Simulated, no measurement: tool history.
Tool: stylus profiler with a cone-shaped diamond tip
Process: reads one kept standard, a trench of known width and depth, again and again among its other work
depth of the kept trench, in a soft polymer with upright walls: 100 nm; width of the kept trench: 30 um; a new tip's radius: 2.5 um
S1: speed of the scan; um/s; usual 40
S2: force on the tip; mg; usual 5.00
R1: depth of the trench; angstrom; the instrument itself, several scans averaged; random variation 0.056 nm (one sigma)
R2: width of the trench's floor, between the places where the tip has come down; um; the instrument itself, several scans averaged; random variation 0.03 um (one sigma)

run 1 hour=0.0 | S1=40 S2=5.00 | R1=1025.9 R2=28.47
run 2 hour=17.4 | S1=40 S2=5.00 | R1=1025.9 R2=28.41
run 3 hour=31.1 | S1=40 S2=5.00 | R1=1026.0 R2=28.48
run 4 hour=40.1 | S1=40 S2=5.00 | R1=1026.3 R2=28.43
run 5 hour=55.8 | S1=91 S2=5.00 | R1=1027.0 R2=28.22
run 6 hour=74.2 | S1=91 S2=5.00 | R1=1026.5 R2=28.21
run 7 hour=88.7 | S1=91 S2=5.00 | R1=1025.7 R2=28.22
run 8 hour=104.0 | S1=40 S2=5.00 | R1=1026.1 R2=28.44
run 9 hour=115.3 | S1=40 S2=5.00 | R1=1025.3 R2=28.42
run 10 hour=129.7 | S1=40 S2=5.00 | R1=1025.9 R2=28.46
run 11 hour=141.7 | S1=40 S2=5.00 | R1=1025.8 R2=28.48
run 12 hour=155.3 | S1=40 S2=5.00 | R1=1026.8 R2=28.38
run 13 hour=168.5 | S1=15 S2=5.00 | R1=1026.8 R2=28.53
run 14 hour=183.8 | S1=15 S2=5.00 | R1=1026.2 R2=28.51
run 15 hour=192.5 | S1=15 S2=5.00 | R1=1026.2 R2=28.54
run 16 hour=210.2 | S1=15 S2=5.00 | R1=1025.6 R2=28.51
run 17 hour=219.1 | S1=40 S2=5.00 | R1=1025.1 R2=28.45
run 18 hour=237.1 | S1=40 S2=10.14 | R1=1041.8 R2=28.46
run 19 hour=251.1 | S1=40 S2=7.18 | R1=1033.6 R2=28.50
run 20 hour=271.7 | S1=40 S2=5.00 | R1=1026.0 R2=28.38
run 21 hour=280.5 | S1=26 S2=1.71 | R1=1012.6 R2=28.39
run 22 hour=299.1 | S1=60 S2=2.27 | R1=1014.1 R2=28.24
run 23 hour=317.1 | S1=60 S2=4.02 | R1=1022.0 R2=28.33
run 24 hour=336.7 | S1=58 S2=7.77 | R1=1034.1 R2=28.39
run 25 hour=352.6 | S1=26 S2=6.75 | R1=1031.1 R2=28.50
run 26 hour=373.5 | S1=13 S2=12.03 | R1=1046.2 R2=28.57
run 27 hour=389.9 | S1=40 S2=2.93 | R1=1018.5 R2=28.41
run 28 hour=407.8 | S1=20 S2=2.72 | R1=1017.0 R2=28.45
run 29 hour=423.3 | S1=12 S2=14.77 | R1=1053.4 R2=28.56
run 30 hour=432.2 | S1=83 S2=2.39 | R1=1014.4 R2=28.11
run 31 hour=445.2 | S1=83 S2=2.39 | R1=1015.8 R2=28.13
run 32 hour=455.0 | S1=83 S2=12.71 | R1=1047.8 R2=28.37
run 33 hour=470.6 | S1=83 S2=12.71 | R1=1049.0 R2=28.41
run 34 hour=487.1 | S1=56 S2=2.83 | R1=1017.4 R2=28.30
run 35 hour=495.9 | S1=56 S2=2.83 | R1=1016.9 R2=28.27
run 36 hour=505.3 | S1=56 S2=2.83 | R1=1018.0 R2=28.32
run 37 hour=520.5 | S1=46 S2=2.27 | R1=1014.9 R2=28.25
run 38 hour=530.2 | S1=46 S2=2.27 | R1=1014.9 R2=28.30
run 39 hour=538.8 | S1=46 S2=13.70 | R1=1050.8 R2=28.46
run 40 hour=558.7 | S1=46 S2=13.70 | R1=1049.7 R2=28.47

5 ways to go on from here, each from the tool as it stands after run 40. What would each give?
run A hour=571.0 | S1=24 S2=4.79 | R1=? R2=?
run B hour=571.0 | S1=12 S2=13.70 | R1=? R2=?
run C hour=571.0 | S1=25 S2=2.17 | R1=? R2=?
run D hour=571.0 | S1=20 S2=6.60 | R1=? R2=?
run E hour=571.0 | S1=16 S2=7.51 | R1=? R2=?

run=A R1=1025.6 R2=28.52
run=B R1=1050.8 R2=28.55
run=C R1=1015.3 R2=28.43
run=D R1=1031.5 R2=28.54
run=E R1=1034.3 R2=28.58
Without the tool's hidden state the same runs would have given:
run=A R1=1025.6 R2=28.53
run=B R1=1050.8 R2=28.56
run=C R1=1015.2 R2=28.44
run=D R1=1031.4 R2=28.55
run=E R1=1034.3 R2=28.59
